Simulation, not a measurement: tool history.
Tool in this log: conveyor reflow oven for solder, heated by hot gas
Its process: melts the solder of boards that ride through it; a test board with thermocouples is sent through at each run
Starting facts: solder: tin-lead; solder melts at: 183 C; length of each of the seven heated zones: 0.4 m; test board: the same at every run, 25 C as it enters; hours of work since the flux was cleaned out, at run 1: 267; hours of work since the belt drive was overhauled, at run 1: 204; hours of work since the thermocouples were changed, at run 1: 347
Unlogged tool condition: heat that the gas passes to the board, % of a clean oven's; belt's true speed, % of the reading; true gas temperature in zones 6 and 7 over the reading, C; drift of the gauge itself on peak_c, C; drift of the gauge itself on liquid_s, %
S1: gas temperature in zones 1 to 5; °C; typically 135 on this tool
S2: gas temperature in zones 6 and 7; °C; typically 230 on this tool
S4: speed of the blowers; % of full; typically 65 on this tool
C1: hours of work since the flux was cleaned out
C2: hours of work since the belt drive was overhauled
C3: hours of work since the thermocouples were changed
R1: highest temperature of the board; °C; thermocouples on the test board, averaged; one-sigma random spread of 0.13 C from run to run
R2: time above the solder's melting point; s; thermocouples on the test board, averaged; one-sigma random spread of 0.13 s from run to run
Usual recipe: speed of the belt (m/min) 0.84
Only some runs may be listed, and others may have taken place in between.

Run 1, hour 0: usual settings; C1 267; C2 204; C3 347. Result: R1 206.9 °C, R2 33.6 s.
Run 2, hour 6.1: usual settings; C1 271; C2 207; C3 350. Result: R1 207 °C, R2 33.6 s.
Run 3, hour 14: usual settings; C1 275; C2 212; C3 355. Result: R1 206.7 °C, R2 33.5 s.
Run 4, hour 20.7: usual settings; C1 279; C2 216; C3 359. Result: R1 206.9 °C, R2 33.6 s.
Run 5, hour 25.6: usual settings; C1 282; C2 218; C3 362. Result: R1 207 °C, R2 33.7 s.
Run 6, hour 31.9: usual settings; C1 286; C2 222; C3 365. Result: R1 206.9 °C, R2 33.6 s.
Run 7, hour 39.4: usual settings; C1 290; C2 226; C3 370. Result: R1 207 °C, R2 33.6 s.
Run 8, hour 48.4: usual settings; C1 295; C2 232; C3 375. Result: R1 206.9 °C, R2 33.5 s.
Run 9, hour 53.1: usual settings; C1 298; C2 234; C3 377. Result: R1 206.8 °C, R2 33.6 s.
Run 10, hour 61.5: usual settings; C1 303; C2 239; C3 382. Result: R1 206.8 °C, R2 33.7 s.
Run 11, hour 65.9: usual settings; C1 305; C2 242; C3 385. Result: R1 206.9 °C, R2 33.7 s.
Run 12, hour 74.4: usual settings; C1 310; C2 247; C3 390. Result: R1 206.8 °C, R2 33.3 s.
Run 13, hour 81.7: usual settings; C1 315; C2 251; C3 394. Result: R1 206.7 °C, R2 33.7 s.
At hour 93.6: flux residue cleaned out of gas plates and filters.
Run 14, hour 95.2: usual settings; C1 1; C2 256; C3 399. Result: R1 208.6 °C, R2 35.5 s.
Run 15, hour 99.4: usual settings; C1 3; C2 258; C3 401. Result: R1 208.8 °C, R2 35.1 s.
Run 16, hour 108.6: usual settings; C1 9; C2 264; C3 407. Result: R1 208.4 °C, R2 35.3 s.
Run 17, hour 115.4: usual settings; C1 13; C2 268; C3 411. Result: R1 208.8 °C, R2 35.2 s.
Run 18, hour 121.7: usual settings but S2 234 °C, speed of the belt (m/min) 0.715; C1 16; C2 271; C3 414. Result: R1 217.5 °C, R2 49.6 s.
Run 19, hour 127.8: usual settings but S1 138 °C, S2 234 °C, speed of the belt (m/min) 0.918; C1 20; C2 275; C3 418. Result: R1 208.9 °C, R2 32.8 s.
Run 20, hour 134.4: usual settings but S1 138 °C, S2 234 °C, speed of the belt (m/min) 0.918; C1 24; C2 279; C3 422. Result: R1 208.9 °C, R2 32.6 s.
Run 21, hour 142: usual settings but S1 150 °C, speed of the belt (m/min) 0.681; C1 28; C2 283; C3 426. Result: R1 218.2 °C, R2 58.1 s.
Run 22, hour 149.1: usual settings but S1 134 °C, speed of the belt (m/min) 0.743; C1 32; C2 287; C3 430. Result: R1 212.5 °C, R2 43.8 s.
Run 23, hour 157.8: usual settings but S1 140 °C, S2 221 °C, S4 63 % of full; C1 37; C2 292; C3 435. Result: R1 202.1 °C, R2 31 s.
Run 24, hour 165.6: usual settings but speed of the belt (m/min) 0.772, S4 68 % of full; C1 42; C2 297; C3 440. Result: R1 212.2 °C, R2 41.8 s.
Run 25, hour 171.2: usual settings but speed of the belt (m/min) 0.772, S4 68 % of full; C1 45; C2 300; C3 443. Result: R1 212.1 °C, R2 41.8 s.
Run 26, hour 176.6: usual settings but speed of the belt (m/min) 0.873; C1 48; C2 303; C3 446. Result: R1 207.4 °C, R2 32.6 s.
Run 27, hour 183.8: usual settings but speed of the belt (m/min) 0.834; C1 52; C2 307; C3 450. Result: R1 208.7 °C, R2 35.6 s.
Run 28, hour 190.9: usual settings but speed of the belt (m/min) 0.907; C1 56; C2 311; C3 454. Result: R1 205.7 °C, R2 29.6 s.
Run 29, hour 196.8: usual settings but speed of the belt (m/min) 0.942, S4 66 % of full; C1 60; C2 315; C3 458. Result: R1 204.2 °C, R2 27.4 s.
Run 30, hour 204: usual settings but speed of the belt (m/min) 0.942, S4 66 % of full; C1 64; C2 319; C3 462. Result: R1 204.3 °C, R2 27.6 s.
Run 31, hour 208: usual settings but S1 128 °C, S2 218 °C, speed of the belt (m/min) 0.942, S4 61 % of full; C1 66; C2 321; C3 464. Result: R1 192.2 °C, R2 13.8 s.
Run 32, hour 214.3: usual settings but S2 221 °C, S4 51 % of full; C1 70; C2 325; C3 468. Result: R1 197.9 °C, R2 24.3 s.

Predict each of these 3 candidate next runs independently; none follows another, all start after run 32:
Run A, hour 219.1: usual settings but S1 141 °C, S2 221 °C, S4 87 % of full; C1 73; C2 328; C3 471. Result: R1 ?, R2 ?.
Run B, hour 219.1: usual settings but S2 223 °C, speed of the belt (m/min) 0.738, S4 50 % of full; C1 73; C2 328; C3 471. Result: R1 ?, R2 ?.
Run C, hour 219.1: usual settings but S1 138 °C, S4 62 % of full; C1 73; C2 328; C3 471. Result: R1 ?, R2 ?.

run     R1    R2
  A  206.3    36
  B  203.7  35.4
  C  208.6  35.8
The same runs, with their run-to-run variation unchanged, on a tool lacking any hidden condition would have given:
run     R1    R2
  A  205.7  35.5
  B    203  34.7
  C    208  35.3

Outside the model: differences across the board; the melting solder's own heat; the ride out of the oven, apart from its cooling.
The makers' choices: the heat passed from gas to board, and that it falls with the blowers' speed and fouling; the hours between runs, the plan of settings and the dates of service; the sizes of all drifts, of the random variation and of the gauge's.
